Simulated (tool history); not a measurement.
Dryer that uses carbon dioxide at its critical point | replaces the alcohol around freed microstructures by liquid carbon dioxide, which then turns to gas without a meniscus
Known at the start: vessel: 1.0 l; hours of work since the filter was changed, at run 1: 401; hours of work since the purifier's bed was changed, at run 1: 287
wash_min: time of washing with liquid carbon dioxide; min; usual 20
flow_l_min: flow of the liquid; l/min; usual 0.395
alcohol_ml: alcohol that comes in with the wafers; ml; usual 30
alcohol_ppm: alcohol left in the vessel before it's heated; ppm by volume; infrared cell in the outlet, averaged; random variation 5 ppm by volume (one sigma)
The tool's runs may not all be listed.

run   hour  wash_min  flow_l_min  alcohol_ml  hours of work since the filter was changed  hours of work since the purifier's bed was changed  alcohol_ppm
  1      0        20       0.395          30                                         401                                                 287          196
  2   27.8        20       0.482          30                                         411                                                 298          178
  3   53.3        20       0.482          30                                         421                                                 307          191
  4   73.1        20       0.395          30                                         428                                                 314          223
  5   89.2        20       0.263          30                                         434                                                 320          558
      92.3  -- inlet filter changed
  6  115.6        20       0.263          32                                           9                                                 330          393
  7  133.8        20       0.263          32                                          15                                                 336          386
  8  161.1        20       0.395          45                                          25                                                 346          221
  9  184.6        20       0.395          45                                          34                                                 355          213
 10  202.6        20       0.395          45                                          41                                                 362          223
 11  216.1        17       0.395         118                                          46                                                 367          420
 12  236.3        26       0.395          34                                          53                                                 374          210
 13    264        18       0.401         101                                          63                                                 384          340
 14    284        30       0.637          47                                          71                                                 392          218
 15  296.2        20       0.358          26                                          75                                                 396          241

5 ways to go on from here, each from the tool as it stands after run 15. What would each give?
  A  307.7        20       0.347          24                                          80                                                 401            ?
  B  307.7        20       0.358          31                                          80                                                 401            ?
  C  307.7        26       0.358          44                                          80                                                 401            ?
  D  307.7        20       0.358          77                                          80                                                 401            ?
  E  307.7        14       0.395          30                                          80                                                 401            ?

run  alcohol_ppm
  A          259
  B          261
  C          236
  D          318
  E          397
Without the tool's hidden state the same runs would have given:
run  alcohol_ppm
  A           38
  B           36
  C           18
  D           80
  E          154
